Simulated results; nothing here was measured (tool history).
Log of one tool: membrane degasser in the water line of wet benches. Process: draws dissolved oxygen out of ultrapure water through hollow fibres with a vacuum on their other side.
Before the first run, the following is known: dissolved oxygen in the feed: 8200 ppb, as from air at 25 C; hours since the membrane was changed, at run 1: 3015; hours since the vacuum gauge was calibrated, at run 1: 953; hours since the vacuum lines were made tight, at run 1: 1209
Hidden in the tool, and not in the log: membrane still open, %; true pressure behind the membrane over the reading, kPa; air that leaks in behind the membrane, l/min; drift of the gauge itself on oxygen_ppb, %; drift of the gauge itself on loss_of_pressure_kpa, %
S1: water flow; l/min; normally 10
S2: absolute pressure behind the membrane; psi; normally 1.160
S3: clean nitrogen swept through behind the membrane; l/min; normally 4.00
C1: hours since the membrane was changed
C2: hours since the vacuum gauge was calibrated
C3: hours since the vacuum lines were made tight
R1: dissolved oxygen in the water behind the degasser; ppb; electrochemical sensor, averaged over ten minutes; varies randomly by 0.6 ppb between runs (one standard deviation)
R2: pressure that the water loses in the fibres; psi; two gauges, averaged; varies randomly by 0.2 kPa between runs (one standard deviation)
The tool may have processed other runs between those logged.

Run 1, hour 0.0: usual settings; C1 3015; C2 953; C3 1209. Result: R1 51.4 ppb, R2 6.309 psi.
Run 2, hour 47.3: usual settings; C1 3062; C2 1000; C3 1256. Result: R1 51.9 ppb, R2 6.271 psi.
Run 3, hour 111.2: usual settings; C1 3126; C2 1064; C3 1320. Result: R1 52.2 ppb, R2 6.340 psi.
Run 4, hour 155.3: usual settings but S3 2.00 l/min; C1 3170; C2 1108; C3 1364. Result: R1 79.8 ppb, R2 6.298 psi.
Run 5, hour 231.6: usual settings but S3 2.00 l/min; C1 3247; C2 1185; C3 1440. Result: R1 80.2 ppb, R2 6.280 psi.
Run 6, hour 267.5: usual settings but S3 2.00 l/min; C1 3283; C2 1221; C3 1476. Result: R1 80.2 ppb, R2 6.325 psi.
Run 7, hour 326.5: usual settings but S2 1.257 psi; C1 3342; C2 1280; C3 1535. Result: R1 56.7 ppb, R2 6.331 psi.
Run 8, hour 375.6: usual settings; C1 3391; C2 1329; C3 1584. Result: R1 52.6 ppb, R2 6.250 psi.
Run 9, hour 432.1: usual settings; C1 3447; C2 1385; C3 1641. Result: R1 51.7 ppb, R2 6.234 psi.
Run 10, hour 476.4: usual settings but S3 7.37 l/min; C1 3491; C2 1429; C3 1685. Result: R1 38.0 ppb, R2 6.263 psi.
Run 11, hour 519.1: usual settings but S3 7.37 l/min; C1 3534; C2 1472; C3 1728. Result: R1 38.9 ppb, R2 6.254 psi.
Run 12, hour 571.5: usual settings but S3 4.37 l/min; C1 3587; C2 1525; C3 1780. Result: R1 49.5 ppb, R2 6.274 psi.
Run 13, hour 629.8: usual settings but S3 10.03 l/min; C1 3645; C2 1583; C3 1839. Result: R1 35.3 ppb, R2 6.234 psi.
Run 14, hour 711.7: usual settings but S1 9 l/min; C1 3727; C2 1665; C3 1920. Result: R1 42.8 ppb, R2 5.591 psi.
Run 15, hour 771.4: usual settings; C1 3786; C2 1724; C3 1980. Result: R1 52.7 ppb, R2 6.195 psi.
Run 16, hour 848.9: usual settings but S3 1.96 l/min; C1 3864; C2 1802; C3 2058. Result: R1 81.2 ppb, R2 6.215 psi.
Run 17, hour 910.7: usual settings but S3 1.96 l/min; C1 3926; C2 1864; C3 2120. Result: R1 82.0 ppb, R2 6.209 psi.
Run 18, hour 993.1: usual settings but S1 12 l/min, S2 0.914 psi; C1 4008; C2 1946; C3 2202. Result: R1 61.9 ppb, R2 7.448 psi.
Run 19, hour 1058.3: usual settings but S1 13 l/min, S2 1.420 psi, S3 10.91 l/min; C1 4073; C2 2011; C3 2267. Result: R1 68.3 ppb, R2 8.037 psi.
Run 20, hour 1141.7: usual settings but S1 13 l/min, S2 1.420 psi, S3 10.91 l/min; C1 4157; C2 2095; C3 2350. Result: R1 69.5 ppb, R2 8.051 psi.
At hour 1186.9: gauge calibrated.
Run 21, hour 1190.0: usual settings but S1 9 l/min, S2 0.965 psi, S3 2.77 l/min; C1 4205; C2 2143; C3 2399. Result: R1 43.4 ppb, R2 5.623 psi.
Run 22, hour 1243.3: usual settings but S2 1.418 psi, S3 1.69 l/min; C1 4258; C2 2196; C3 2452. Result: R1 115.6 ppb, R2 6.299 psi.
Run 23, hour 1279.7: usual settings but S1 14 l/min, S2 0.728 psi, S3 5.39 l/min; C1 4295; C2 2233; C3 2489. Result: R1 73.4 ppb, R2 8.779 psi.
Run 24, hour 1334.7: usual settings but S1 14 l/min, S2 0.728 psi, S3 5.39 l/min; C1 4350; C2 2288; C3 2543. Result: R1 74.0 ppb, R2 8.875 psi.
Run 25, hour 1396.3: usual settings but S1 14 l/min, S2 0.728 psi, S3 5.39 l/min; C1 4411; C2 2349; C3 2605. Result: R1 71.5 ppb, R2 8.878 psi.
Run 26, hour 1443.9: usual settings but S1 14 l/min, S2 0.728 psi, S3 5.39 l/min; C1 4459; C2 2397; C3 2653. Result: R1 72.5 ppb, R2 8.795 psi.
Run 27, hour 1499.1: usual settings but S1 14 l/min, S2 1.549 psi, S3 5.39 l/min; C1 4514; C2 2452; C3 2708. Result: R1 108.4 ppb, R2 8.846 psi.
Run 28, hour 1576.4: usual settings but S1 14 l/min, S2 1.549 psi, S3 7.13 l/min; C1 4591; C2 2529; C3 2785. Result: R1 96.7 ppb, R2 8.804 psi.
Run 29, hour 1614.1: usual settings but S1 8 l/min, S2 1.755 psi, S3 2.43 l/min; C1 4629; C2 2567; C3 2823. Result: R1 83.5 ppb, R2 5.018 psi.
Run 30, hour 1648.3: usual settings but S1 8 l/min, S2 1.755 psi, S3 5.21 l/min; C1 4663; C2 2601; C3 2857. Result: R1 44.0 ppb, R2 4.972 psi.
Run 31, hour 1687.3: usual settings but S1 8 l/min, S2 1.755 psi, S3 9.42 l/min; C1 4702; C2 2640; C3 2896. Result: R1 30.2 ppb, R2 5.018 psi.
Run 32, hour 1722.7: usual settings but S1 8 l/min; C1 4738; C2 2676; C3 2931. Result: R1 33.7 ppb, R2 5.037 psi.

Below are 4 alternative next runs, each starting from the tool's condition after run 32. Predict each:
Run A, hour 1788.8: usual settings but S1 13 l/min; C1 4804; C2 2742; C3 2998. Result: R1 ?, R2 ?.
Run B, hour 1788.8: usual settings but S2 2.049 psi; C1 4804; C2 2742; C3 2998. Result: R1 ?, R2 ?.
Run C, hour 1788.8: usual settings but S2 1.157 psi, S3 4.95 l/min; C1 4804; C2 2742; C3 2998. Result: R1 ?, R2 ?.
Run D, hour 1788.8: usual settings but S1 7 l/min, S2 0.927 psi, S3 1.88 l/min; C1 4804; C2 2742; C3 2998. Result: R1 ?, R2 ?.

run    R1     R2
  A  88.3  8.122
  B  90.6  6.279
  C  47.4  6.245
  D  35.7  4.348
Without the tool's hidden state the same runs would have given:
run    R1     R2
  A  88.2  8.224
  B  90.5  6.357
  C  47.3  6.324
  D  35.7  4.403

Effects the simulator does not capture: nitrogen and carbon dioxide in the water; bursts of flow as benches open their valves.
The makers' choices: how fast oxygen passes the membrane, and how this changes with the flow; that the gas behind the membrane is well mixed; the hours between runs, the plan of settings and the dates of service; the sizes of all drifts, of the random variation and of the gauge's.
